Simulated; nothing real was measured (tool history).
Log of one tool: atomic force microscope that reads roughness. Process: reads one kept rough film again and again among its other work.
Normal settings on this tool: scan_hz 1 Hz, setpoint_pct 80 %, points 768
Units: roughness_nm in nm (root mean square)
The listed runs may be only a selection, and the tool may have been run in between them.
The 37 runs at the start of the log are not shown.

run 38 hour=666 | scan_hz=0.54 setpoint_pct=80 points=373 | roughness_nm=4.185
run 39 hour=692 | scan_hz=2.6 setpoint_pct=69 points=319 | roughness_nm=3.968
run 40 hour=704.4 | scan_hz=1.57 setpoint_pct=80 points=801 | roughness_nm=3.921
-- hour=714.9 new tip fitted
run 41 hour=728.7 | scan_hz=1.57 setpoint_pct=80 points=801 | roughness_nm=4.245
run 42 hour=745.2 | scan_hz=0.82 setpoint_pct=73 points=353 | roughness_nm=4.472
run 43 hour=756.1 | scan_hz=0.82 setpoint_pct=73 points=353 | roughness_nm=4.477
run 44 hour=772 | scan_hz=1.09 setpoint_pct=80 points=768 | roughness_nm=4.331
run 45 hour=786.2 | scan_hz=1.09 setpoint_pct=80 points=768 | roughness_nm=4.283
run 46 hour=807.4 | scan_hz=1.09 setpoint_pct=80 points=768 | roughness_nm=4.258
run 47 hour=824.7 | scan_hz=1.09 setpoint_pct=80 points=768 | roughness_nm=4.231
run 48 hour=843.3 | scan_hz=0.91 setpoint_pct=56 points=778 | roughness_nm=4.427

Predict each of these 3 candidate next runs independently; none follows another, all start after run 48:
run A hour=861.6 | scan_hz=1.47 setpoint_pct=58 points=268 | roughness_nm=?
run B hour=861.6 | scan_hz=1 setpoint_pct=56 points=768 | roughness_nm=?
run C hour=861.6 | scan_hz=1 setpoint_pct=80 points=693 | roughness_nm=?

run=A roughness_nm=4.318
run=B roughness_nm=4.402
run=C roughness_nm=4.221
Without the tool's unlogged condition, the same runs would have read:
run=A roughness_nm=4.527
run=B roughness_nm=4.616
run=C roughness_nm=4.426
